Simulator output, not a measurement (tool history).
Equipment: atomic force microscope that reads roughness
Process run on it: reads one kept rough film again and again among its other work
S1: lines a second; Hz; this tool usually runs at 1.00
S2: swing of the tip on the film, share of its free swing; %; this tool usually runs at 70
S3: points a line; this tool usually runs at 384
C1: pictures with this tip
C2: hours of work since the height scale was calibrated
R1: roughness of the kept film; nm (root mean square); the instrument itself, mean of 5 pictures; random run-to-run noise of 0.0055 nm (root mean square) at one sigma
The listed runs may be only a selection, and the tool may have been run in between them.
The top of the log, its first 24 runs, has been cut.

| run | hour | S1 | S2 | S3 | C1 | C2 | R1 |
|---|---|---|---|---|---|---|---|
| 25 | 164.5 | 0.77 | 70 | 879 | 82 | 333 | 1.021 |
| 26 | 171.4 | 1.00 | 77 | 482 | 89 | 338 | 0.977 |
| 27 | 175.5 | 1.00 | 77 | 482 | 93 | 341 | 0.980 |
| 28 | 179.2 | 0.92 | 76 | 384 | 97 | 344 | 0.984 |
| 29 | 185.4 | 0.92 | 76 | 384 | 104 | 348 | 0.978 |
|  | 190.9 | new tip fitted |
| 30 | 194.9 | 1.00 | 85 | 714 | 4 | 354 | 1.023 |
| 31 | 201.8 | 1.00 | 85 | 959 | 11 | 359 | 1.022 |
| 32 | 207.3 | 1.00 | 70 | 857 | 17 | 363 | 1.075 |
| 33 | 216.2 | 2.50 | 70 | 837 | 27 | 369 | 0.999 |
| 34 | 220.3 | 1.05 | 70 | 364 | 31 | 372 | 1.047 |
| 35 | 225.7 | 0.82 | 88 | 841 | 37 | 376 | 1.010 |
| 36 | 231.0 | 0.82 | 67 | 1005 | 43 | 380 | 1.072 |
| 37 | 240.1 | 0.69 | 70 | 417 | 52 | 386 | 1.043 |
| 38 | 247.0 | 0.69 | 70 | 417 | 60 | 391 | 1.036 |
| 39 | 256.0 | 1.00 | 70 | 271 | 70 | 397 | 0.995 |
| 40 | 260.3 | 1.00 | 70 | 271 | 74 | 400 | 1.001 |
| 41 | 267.2 | 0.78 | 81 | 467 | 82 | 405 | 0.985 |
| 42 | 272.8 | 0.74 | 62 | 467 | 88 | 409 | 1.025 |
| 43 | 281.8 | 0.74 | 62 | 467 | 97 | 415 | 1.021 |
| 44 | 287.6 | 0.82 | 81 | 490 | 104 | 420 | 0.970 |
|  | 293.9 | new tip fitted |
| 45 | 297.2 | 1.00 | 62 | 607 | 4 | 426 | 1.107 |
| 46 | 304.5 | 0.56 | 86 | 655 | 11 | 431 | 1.061 |
| 47 | 311.8 | 2.60 | 63 | 363 | 19 | 436 | 1.025 |

What if the next run were any one of these 3? Each begins from the tool's condition after run 47:
| A | 318.8 | 1.47 | 69 | 436 | 27 | 441 | ? |
| B | 318.8 | 2.60 | 77 | 803 | 27 | 441 | ? |
| C | 318.8 | 1.00 | 61 | 679 | 27 | 441 | ? |

| run | R1 |
|---|---|
| A | 1.045 |
| B | 0.941 |
| C | 1.077 |
Without the tool's hidden state the same runs would have given:
| run | R1 |
|---|---|
| A | 1.075 |
| B | 0.968 |
| C | 1.108 |
